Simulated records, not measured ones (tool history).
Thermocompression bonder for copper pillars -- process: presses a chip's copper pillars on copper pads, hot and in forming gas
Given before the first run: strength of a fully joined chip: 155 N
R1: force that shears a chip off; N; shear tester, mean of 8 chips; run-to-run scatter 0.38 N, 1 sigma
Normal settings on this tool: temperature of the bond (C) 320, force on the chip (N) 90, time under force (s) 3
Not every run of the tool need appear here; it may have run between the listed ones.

Run 1, day 0.000: usual settings. Result: R1 92.8 N.
Run 2, day 1.767: usual settings. Result: R1 92.3 N.
Run 3, day 4.421: usual settings but force on the chip (N) 121. Result: R1 105.3 N.
Run 4, day 6.638: usual settings but force on the chip (N) 121. Result: R1 104.8 N.
Run 5, day 9.129: usual settings. Result: R1 92.8 N.
Run 6, day 11.025: usual settings. Result: R1 93.3 N.
Run 7, day 12.308: usual settings. Result: R1 92.6 N.
Run 8, day 13.996: usual settings. Result: R1 93.0 N.
Run 9, day 16.471: usual settings. Result: R1 92.8 N.
Run 10, day 19.112: usual settings but time under force (s) 6. Result: R1 111.7 N.
Run 11, day 20.675: usual settings but time under force (s) 6. Result: R1 111.4 N.
Run 12, day 22.583: usual settings but time under force (s) 6. Result: R1 111.7 N.
Run 13, day 24.896: usual settings but force on the chip (N) 77. Result: R1 85.1 N.
Run 14, day 27.150: usual settings but temperature of the bond (C) 295. Result: R1 73.8 N.
Run 15, day 29.738: usual settings but temperature of the bond (C) 295. Result: R1 73.7 N.
Run 16, day 31.488: usual settings. Result: R1 92.4 N.
Run 17, day 33.096: usual settings but temperature of the bond (C) 294. Result: R1 73.4 N.
Run 18, day 34.375: usual settings but temperature of the bond (C) 294, time under force (s) 2. Result: R1 63.1 N.
Run 19, day 35.779: usual settings but temperature of the bond (C) 294, time under force (s) 2. Result: R1 63.1 N.
Run 20, day 37.988: usual settings but temperature of the bond (C) 294, time under force (s) 2. Result: R1 63.6 N.
Run 21, day 39.475: usual settings but temperature of the bond (C) 345, time under force (s) 2. Result: R1 97.5 N.
Run 22, day 41.183: usual settings but temperature of the bond (C) 345, time under force (s) 7. Result: R1 129.3 N.
Run 23, day 43.129: usual settings but temperature of the bond (C) 345, time under force (s) 7. Result: R1 129.5 N.
Run 24, day 44.692: usual settings but temperature of the bond (C) 309, force on the chip (N) 65. Result: R1 71.3 N.
Run 25, day 47.338: usual settings but temperature of the bond (C) 314, force on the chip (N) 84. Result: R1 84.4 N.
Run 26, day 48.712: usual settings but temperature of the bond (C) 307. Result: R1 82.4 N.
Run 27, day 49.871: usual settings but force on the chip (N) 55. Result: R1 71.5 N.
Run 28, day 52.217: usual settings but temperature of the bond (C) 344, force on the chip (N) 94, time under force (s) 2. Result: R1 98.4 N.
Run 29, day 53.600: usual settings but temperature of the bond (C) 344, force on the chip (N) 94, time under force (s) 2. Result: R1 98.1 N.
Run 30, day 56.050: usual settings but temperature of the bond (C) 295, force on the chip (N) 73, time under force (s) 9. Result: R1 93.9 N.
Run 31, day 58.662: usual settings but temperature of the bond (C) 344, time under force (s) 7. Result: R1 128.5 N.
Run 32, day 60.296: usual settings but temperature of the bond (C) 344, time under force (s) 7. Result: R1 130.8 N.
Run 33, day 61.412: usual settings but temperature of the bond (C) 302, force on the chip (N) 55, time under force (s) 7. Result: R1 82.5 N.
Run 34, day 63.133: usual settings but temperature of the bond (C) 302, force on the chip (N) 62, time under force (s) 7. Result: R1 87.7 N.

Missing from the log above: 9 entries noted between runs. For each, name the pair of listed runs it sits between and say how the tool's hidden condition differs from the listed run just before to the listed run just after:
After run 2, before run 3: forming gas filter changed (day 2.329)
  oxide that the forming gas leaves, % of the face: 0.63 -> 0.53; drift of the gauge itself on shear_n, %: -0.07 -> -0.16
  measured result minus the result with no hidden state, R1: -0.2 -> -0.2 N
After run 4, before run 5: force cell calibrated (day 7.854)
  force that reaches the chip, % of what is set: 99.8 -> 100; oxide that the forming gas leaves, % of the face: 0.56 -> 0.59; drift of the gauge itself on shear_n, %: -0.24 -> -0.33
  measured result minus the result with no hidden state, R1: -0.3 -> -0.3 N
After run 6, before run 7: forming gas filter changed (day 11.421)
  oxide that the forming gas leaves, % of the face: 0.62 -> 0.51; drift of the gauge itself on shear_n, %: -0.4 -> -0.45
  measured result minus the result with no hidden state, R1: -0.5 -> -0.3 N
After run 10, before run 11: forming gas filter changed (day 20.446)
  oxide that the forming gas leaves, % of the face: 0.6 -> 0.5; drift of the gauge itself on shear_n, %: -0.7 -> -0.76
  measured result minus the result with no hidden state, R1: -0.9 -> -0.8 N
After run 14, before run 15: forming gas filter changed (day 29.512)
  oxide that the forming gas leaves, % of the face: 0.59 -> 0.5; drift of the gauge itself on shear_n, %: -1 -> -1.1
  measured result minus the result with no hidden state, R1: -0.7 -> -0.7 N
After run 20, before run 21: forming gas filter changed (day 38.638)
  oxide that the forming gas leaves, % of the face: 0.61 -> 0.51; drift of the gauge itself on shear_n, %: -1.4 -> -1.45
  measured result minus the result with no hidden state, R1: -0.9 -> -1.3 N
After run 25, before run 26: forming gas filter changed (day 47.833)
  oxide that the forming gas leaves, % of the face: 0.62 -> 0.51; drift of the gauge itself on shear_n, %: -1.75 -> -1.8
  measured result minus the result with no hidden state, R1: -1.5 -> -1.3 N
After run 30, before run 31: forming gas filter changed (day 56.862)
  oxide that the forming gas leaves, % of the face: 0.61 -> 0.52; drift of the gauge itself on shear_n, %: -2.07 -> -2.16
  measured result minus the result with no hidden state, R1: -1.9 -> -2.8 N
After run 31, before run 32: gauge calibrated (day 58.888)
  oxide that the forming gas leaves, % of the face: 0.52 -> 0.55; drift of the gauge itself on shear_n, %: -2.16 -> -0.05
  measured result minus the result with no hidden state, R1: -2.8 -> +0.0 N
